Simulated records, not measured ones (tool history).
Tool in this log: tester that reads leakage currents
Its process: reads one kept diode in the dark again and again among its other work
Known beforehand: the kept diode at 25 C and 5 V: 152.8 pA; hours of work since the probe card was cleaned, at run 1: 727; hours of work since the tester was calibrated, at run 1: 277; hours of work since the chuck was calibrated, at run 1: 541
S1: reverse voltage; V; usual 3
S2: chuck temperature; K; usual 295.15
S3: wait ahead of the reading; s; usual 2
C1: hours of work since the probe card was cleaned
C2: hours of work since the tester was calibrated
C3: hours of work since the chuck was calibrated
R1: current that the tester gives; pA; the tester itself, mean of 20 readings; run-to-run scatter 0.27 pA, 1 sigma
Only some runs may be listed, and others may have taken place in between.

| run | day | S1 | S2 | S3 | C1 | C2 | C3 | R1 |
|---|---|---|---|---|---|---|---|---|
| 1 | 0 | 3 | 295.15 | 2 | 727 | 277 | 541 | 85.08 |
| 2 | 1.75 | 3 | 295.15 | 2 | 747 | 297 | 560 | 84.85 |
| 3 | 2.796 | 6.51 | 295.15 | 2 | 758 | 308 | 572 | 127.34 |
| 4 | 3.658 | 3 | 295.15 | 2 | 768 | 318 | 581 | 84.69 |
| 5 | 5.108 | 3 | 295.15 | 2 | 784 | 334 | 597 | 84.91 |
| 6 | 7.05 | 3 | 295.15 | 2 | 805 | 355 | 619 | 84.23 |
| 7 | 8.629 | 3 | 295.15 | 2 | 823 | 373 | 636 | 84.5 |
|  | 8.85 | chuck's temperature calibrated |
| 8 | 10.204 | 3 | 295.15 | 2 | 839 | 389 | 15 | 89.63 |
| 9 | 11.2 | 3 | 295.15 | 2 | 850 | 400 | 26 | 89.59 |
| 10 | 12.242 | 9.53 | 304.15 | 3.25 | 862 | 412 | 37 | 365.95 |
| 11 | 13.942 | 9.53 | 304.15 | 3.25 | 880 | 431 | 56 | 363.12 |
| 12 | 15.158 | 6.63 | 304.15 | 3.89 | 894 | 444 | 70 | 301.94 |
| 13 | 16.729 | 6.63 | 302.15 | 1.31 | 911 | 462 | 87 | 253.6 |
| 14 | 18.121 | 6.63 | 302.15 | 1.31 | 927 | 477 | 103 | 253.74 |
| 15 | 19.904 | 6.63 | 302.15 | 1.31 | 946 | 497 | 122 | 251.71 |
| 16 | 21.438 | 6.63 | 302.15 | 5.5 | 963 | 514 | 139 | 250.28 |
| 17 | 22.283 | 19.77 | 297.15 | 2.72 | 973 | 523 | 149 | 281.3 |
| 18 | 24.133 | 4.11 | 313.15 | 2.88 | 993 | 543 | 169 | 507.26 |

Below are 4 alternative next runs, each starting from the tool's condition after run 18. Predict each:
| A | 25.567 | 4.11 | 317.15 | 2.88 | 1009 | 559 | 185 | ? |
| B | 25.567 | 4.11 | 313.15 | 0.97 | 1009 | 559 | 185 | ? |
| C | 25.567 | 4.11 | 313.15 | 1.2 | 1009 | 559 | 185 | ? |
| D | 25.567 | 17.22 | 299.15 | 2 | 1009 | 559 | 185 | ? |

| run | R1 |
|---|---|
| A | 696.16 |
| B | 504.4 |
| C | 500.5 |
| D | 313.36 |
Without the tool's hidden state the same runs would have given:
| run | R1 |
|---|---|
| A | 706.73 |
| B | 512.12 |
| C | 508.16 |
| D | 316.53 |
